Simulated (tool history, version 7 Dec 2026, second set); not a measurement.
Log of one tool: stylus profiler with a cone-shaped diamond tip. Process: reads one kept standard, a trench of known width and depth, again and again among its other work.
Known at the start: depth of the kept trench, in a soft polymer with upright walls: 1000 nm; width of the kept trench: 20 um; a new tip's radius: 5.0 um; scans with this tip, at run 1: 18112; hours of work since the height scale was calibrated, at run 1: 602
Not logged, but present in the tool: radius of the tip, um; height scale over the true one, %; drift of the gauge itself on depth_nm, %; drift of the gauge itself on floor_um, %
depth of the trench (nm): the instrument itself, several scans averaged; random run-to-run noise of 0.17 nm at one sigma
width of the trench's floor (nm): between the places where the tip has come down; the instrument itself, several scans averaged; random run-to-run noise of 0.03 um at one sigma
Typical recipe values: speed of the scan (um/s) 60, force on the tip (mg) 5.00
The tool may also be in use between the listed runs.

run    hour  speed of the scan (um/s)  force on the tip (mg)  scans with this tip  hours of work since the height scale was calibrated  depth of the trench (nm)  width of the trench's floor (nm)
  1     0.0                        60                   5.00                18112                                                  602                   1014.91                             12780
  2   122.0                        60                   5.00                18611                                                  682                   1014.46                             12770
  3   192.7                        60                   5.00                18900                                                  727                   1014.63                             12760
  4   248.6                        60                   9.83                19128                                                  764                   1022.62                             12890
  5   361.6                        60                   9.83                19590                                                  837                   1022.68                             12780
  6   473.7                        60                   9.83                20048                                                  910                   1022.73                             12770
  7   543.4                        29                   5.00                20333                                                  955                   1014.99                             12790
  8   639.8                        29                   5.00                20728                                                 1017                   1015.27                             12790
  9   741.5                        29                   5.00                21143                                                 1083                   1014.99                             12830
      772.8  -- height scale calibrated on a step standard
 10   814.7                        29                   5.00                21440                                                   27                   1015.97                             12760
 11   934.3                        60                   5.00                21929                                                  105                   1016.06                             12660
 12  1009.0                        60                   5.00                22235                                                  153                   1016.06                             12660
 13  1111.7                        60                   5.00                22654                                                  220                   1016.29                             12620
 14  1172.6                        60                   5.00                22903                                                  259                   1016.42                             12570
 15  1237.4                        29                  14.19                23168                                                  301                   1030.07                             12720
     1245.3  -- height scale calibrated on a step standard, once more
 16  1306.8                        29                  14.19                23450                                                   40                   1027.81                             12750
 17  1377.5                        70                   2.46                23739                                                   86                   1008.65                             12340
 18  1475.4                        27                   2.97                24139                                                  149                   1009.75                             12630
 19  1597.5                        25                   6.93                24638                                                  228                   1017.80                             12640
 20  1677.7                        25                   6.93                24966                                                  280                   1017.49                             12600
 21  1735.1                        25                   6.93                25201                                                  318                   1017.47                             12590
 22  1847.5                       116                   5.00                25660                                                  391                   1014.59                             12140
 23  1969.8                        26                   4.04                26161                                                  470                   1012.57                             12510
 24  2030.4                        34                   8.92                26408                                                  509                   1020.95                             12560
 25  2091.8                        82                   8.94                26659                                                  549                   1020.77                             12380
 26  2190.4                       118                   2.34                27062                                                  613                   1009.21                             11880
 27  2279.6                       118                   2.34                27427                                                  671                   1008.97                             11850

Measured less the same run without the tool's hidden state. The same run-to-run variation is in both; the gauge's scatter may not be:
run  depth of the trench (nm)  width of the trench's floor (nm)
  1                     +0.75                              -930
  2                     +0.85                              -950
  3                     +0.91                              -980
  4                     +0.97                              -980
  5                     +1.05                             -1010
  6                     +1.14                             -1030
  7                     +1.19                             -1050
  8                     +1.27                             -1070
  9                     +1.35                             -1090
 10                     +2.03                             -1100
 11                     +2.12                             -1120
 12                     +2.18                             -1140
 13                     +2.27                             -1160
 14                     +2.32                             -1180
 15                     +2.40                             -1200
 16                     +0.04                             -1210
 17                     +0.10                             -1220
 18                     +0.17                             -1240
 19                     +0.27                             -1270
 20                     +0.33                             -1290
 21                     +0.38                             -1300
 22                     +0.47                             -1320
 23                     +0.57                             -1350
 24                     +0.61                             -1360
 25                     +0.66                             -1370
 26                     +0.73                             -1390
 27                     +0.79                             -1410
